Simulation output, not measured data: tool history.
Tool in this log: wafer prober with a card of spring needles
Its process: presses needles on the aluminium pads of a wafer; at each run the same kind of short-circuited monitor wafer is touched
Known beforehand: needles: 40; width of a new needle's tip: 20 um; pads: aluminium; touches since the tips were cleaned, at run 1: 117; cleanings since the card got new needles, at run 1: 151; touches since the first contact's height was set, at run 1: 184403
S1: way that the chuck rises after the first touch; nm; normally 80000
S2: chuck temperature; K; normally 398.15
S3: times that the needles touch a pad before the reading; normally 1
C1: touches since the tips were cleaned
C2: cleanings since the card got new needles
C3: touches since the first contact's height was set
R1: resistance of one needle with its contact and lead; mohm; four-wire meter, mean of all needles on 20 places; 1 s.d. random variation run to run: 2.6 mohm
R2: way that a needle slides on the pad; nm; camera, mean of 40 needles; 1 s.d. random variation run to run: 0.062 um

run 1 hour=0 | S1=80000 S2=398.15 S3=1 | C1=117 C2=151 C3=184403 | R1=294 R2=17920
-- hour=3.9 tips cleaned on abrasive film
-- hour=8.4 tips cleaned on abrasive film
run 2 hour=11.5 | S1=80000 S2=398.15 S3=1 | C1=1681 C2=153 C3=190596 | R1=296 R2=17850
-- hour=12.4 tips cleaned on abrasive film
-- hour=16.9 tips cleaned on abrasive film
run 3 hour=19.1 | S1=80000 S2=368.15 S3=1 | C1=1196 C2=155 C3=194666 | R1=290 R2=17900
-- hour=20.1 height of the first contact set anew
-- hour=21.8 tips cleaned on abrasive film
-- hour=26.4 tips cleaned on abrasive film
-- hour=30.9 tips cleaned on abrasive film
run 4 hour=34 | S1=80000 S2=398.15 S3=1 | C1=1707 C2=158 C3=7482 | R1=295 R2=18010
-- hour=35 tips cleaned on abrasive film
-- hour=39.7 tips cleaned on abrasive film
-- hour=44.6 tips cleaned on abrasive film
run 5 hour=45.6 | S1=80000 S2=398.15 S3=2 | C1=550 C2=161 C3=13700 | R1=301 R2=17970
-- hour=48.5 tips cleaned on abrasive film
-- hour=53.3 tips cleaned on abrasive film
run 6 hour=55.7 | S1=80000 S2=398.15 S3=2 | C1=1350 C2=163 C3=19172 | R1=294 R2=17990
-- hour=57.7 tips cleaned on abrasive film
-- hour=62.7 tips cleaned on abrasive film
-- hour=67.3 tips cleaned on abrasive film
run 7 hour=70.8 | S1=80000 S2=398.15 S3=2 | C1=1929 C2=166 C3=27295 | R1=300 R2=17880
-- hour=71.8 tips cleaned on abrasive film
-- hour=76.5 tips cleaned on abrasive film
-- hour=81.3 tips cleaned on abrasive film
run 8 hour=82.2 | S1=80000 S2=398.15 S3=2 | C1=482 C2=169 C3=33429 | R1=299 R2=17930
-- hour=86.2 tips cleaned on abrasive film
-- hour=90.1 tips cleaned on abrasive film
-- hour=94.4 tips cleaned on abrasive film
run 9 hour=94.4 | S1=80000 S2=398.15 S3=2 | C1=0 C2=172 C3=39969 | R1=294 R2=17950
-- hour=98.9 tips cleaned on abrasive film
-- hour=103.8 tips cleaned on abrasive film
run 10 hour=104.8 | S1=80000 S2=398.15 S3=2 | C1=538 C2=174 C3=45587 | R1=300 R2=17860
-- hour=107.8 tips cleaned on abrasive film
-- hour=112.6 tips cleaned on abrasive film
run 11 hour=112.8 | S1=80000 S2=398.15 S3=2 | C1=87 C2=176 C3=49858 | R1=297 R2=17870
-- hour=117.5 tips cleaned on abrasive film
-- hour=129.5 card fitted with new needles
-- hour=134.2 tips cleaned on abrasive film
run 12 hour=135.3 | S1=80000 S2=342.15 S3=1 | C1=620 C2=1 C3=3177 | R1=277 R2=18010
-- hour=138.3 tips cleaned on abrasive film
-- hour=143.2 tips cleaned on abrasive film
-- hour=147.9 tips cleaned on abrasive film
run 13 hour=149.7 | S1=80000 S2=398.15 S3=1 | C1=989 C2=4 C3=10936 | R1=297 R2=17960
-- hour=152.4 tips cleaned on abrasive film
-- hour=157.3 tips cleaned on abrasive film
-- hour=162.2 tips cleaned on abrasive film
run 14 hour=165.8 | S1=80000 S2=398.15 S3=1 | C1=1957 C2=7 C3=19594 | R1=298 R2=17990
-- hour=166.7 tips cleaned on abrasive film
-- hour=171.6 tips cleaned on abrasive film
-- hour=176.2 tips cleaned on abrasive film
run 15 hour=179.3 | S1=65000 S2=343.15 S3=1 | C1=1684 C2=10 C3=26846 | R1=284 R2=14640
-- hour=180.3 tips cleaned on abrasive film
-- hour=185 tips cleaned on abrasive film
-- hour=189.7 tips cleaned on abrasive film
run 16 hour=193.3 | S1=65000 S2=343.15 S3=1 | C1=2010 C2=13 C3=34435 | R1=289 R2=14600
-- hour=194.4 tips cleaned on abrasive film
-- hour=199 tips cleaned on abrasive film
-- hour=203.8 tips cleaned on abrasive film
-- hour=208.4 tips cleaned on abrasive film
run 17 hour=210.8 | S1=65000 S2=306.15 S3=1 | C1=1325 C2=17 C3=43831 | R1=278 R2=14590
-- hour=212.8 tips cleaned on abrasive film
-- hour=217.8 tips cleaned on abrasive film
-- hour=222.5 tips cleaned on abrasive film
run 18 hour=226.1 | S1=80000 S2=392.15 S3=1 | C1=2005 C2=20 C3=52084 | R1=294 R2=17920
-- hour=227.2 tips cleaned on abrasive film
-- hour=231.1 tips cleaned on abrasive film
-- hour=235.8 tips cleaned on abrasive film
run 19 hour=235.8 | S1=80000 S2=392.15 S3=1 | C1=0 C2=23 C3=57230 | R1=296 R2=18000
-- hour=240.5 tips cleaned on abrasive film
-- hour=244.4 tips cleaned on abrasive film
-- hour=249.2 tips cleaned on abrasive film
run 20 hour=252.5 | S1=80000 S2=392.15 S3=1 | C1=1838 C2=26 C3=66268 | R1=293 R2=18010
-- hour=253.3 tips cleaned on abrasive film
-- hour=257.9 tips cleaned on abrasive film
-- hour=262.8 tips cleaned on abrasive film
-- hour=267.6 tips cleaned on abrasive film
run 21 hour=268.3 | S1=95000 S2=321.15 S3=1 | C1=380 C2=30 C3=74760 | R1=274 R2=21290
-- hour=272.3 tips cleaned on abrasive film
-- hour=276.9 tips cleaned on abrasive film
run 22 hour=280.7 | S1=95000 S2=321.15 S3=1 | C1=2085 C2=32 C3=81476 | R1=271 R2=21400
-- hour=281.8 tips cleaned on abrasive film
-- hour=286.2 tips cleaned on abrasive film
-- hour=290.9 tips cleaned on abrasive film
-- hour=295.7 tips cleaned on abrasive film
run 23 hour=296.9 | S1=95000 S2=321.15 S3=1 | C1=622 C2=36 C3=90129 | R1=273 R2=21340
-- hour=299.8 tips cleaned on abrasive film
-- hour=304.6 tips cleaned on abrasive film
run 24 hour=305.5 | S1=84000 S2=398.15 S3=1 | C1=504 C2=38 C3=94799 | R1=296 R2=18840
-- hour=309.2 tips cleaned on abrasive film
-- hour=313.9 tips cleaned on abrasive film
-- hour=318.5 tips cleaned on abrasive film
run 25 hour=319.2 | S1=99000 S2=385.15 S3=2 | C1=385 C2=41 C3=102151 | R1=285 R2=22260
-- hour=323 tips cleaned on abrasive film
-- hour=327.9 tips cleaned on abrasive film
run 26 hour=330.8 | S1=78000 S2=384.15 S3=2 | C1=1589 C2=43 C3=108409 | R1=295 R2=17490
-- hour=331.9 tips cleaned on abrasive film
-- hour=336.6 tips cleaned on abrasive film
-- hour=341 tips cleaned on abrasive film
run 27 hour=341.2 | S1=63000 S2=369.15 S3=2 | C1=86 C2=46 C3=113980 | R1=293 R2=14100
-- hour=345.1 tips cleaned on abrasive film
-- hour=349.9 tips cleaned on abrasive film
run 28 hour=352.6 | S1=87000 S2=331.15 S3=2 | C1=1465 C2=48 C3=120136 | R1=275 R2=19380

Below are 4 alternative next runs, each starting from the tool's condition after run 28. Predict each:
-- hour=354.6 tips cleaned on abrasive film
-- hour=359.2 tips cleaned on abrasive film
-- hour=364.1 tips cleaned on abrasive film
run A hour=367.8 | S1=66000 S2=330.15 S3=2 | C1=2054 C2=51 C3=128364 | R1=? R2=?
-- hour=354.6 tips cleaned on abrasive film
-- hour=359.2 tips cleaned on abrasive film
-- hour=364.1 tips cleaned on abrasive film
run B hour=367.8 | S1=80000 S2=301.15 S3=1 | C1=2054 C2=51 C3=128364 | R1=? R2=?
-- hour=354.6 tips cleaned on abrasive film
-- hour=359.2 tips cleaned on abrasive film
-- hour=364.1 tips cleaned on abrasive film
run C hour=367.8 | S1=63000 S2=308.15 S3=2 | C1=2054 C2=51 C3=128364 | R1=? R2=?
-- hour=354.6 tips cleaned on abrasive film
-- hour=359.2 tips cleaned on abrasive film
-- hour=364.1 tips cleaned on abrasive film
run D hour=367.8 | S1=88000 S2=300.15 S3=3 | C1=2054 C2=51 C3=128364 | R1=? R2=?

run=A R1=283 R2=14940
run=B R1=269 R2=18010
run=C R1=276 R2=14090
run=D R1=260 R2=19820
Stripped of hidden state, with their random variation kept, the same runs would have yielded:
run=A R1=283 R2=14950
run=B R1=268 R2=18030
run=C R1=276 R2=14100
run=D R1=260 R2=19830

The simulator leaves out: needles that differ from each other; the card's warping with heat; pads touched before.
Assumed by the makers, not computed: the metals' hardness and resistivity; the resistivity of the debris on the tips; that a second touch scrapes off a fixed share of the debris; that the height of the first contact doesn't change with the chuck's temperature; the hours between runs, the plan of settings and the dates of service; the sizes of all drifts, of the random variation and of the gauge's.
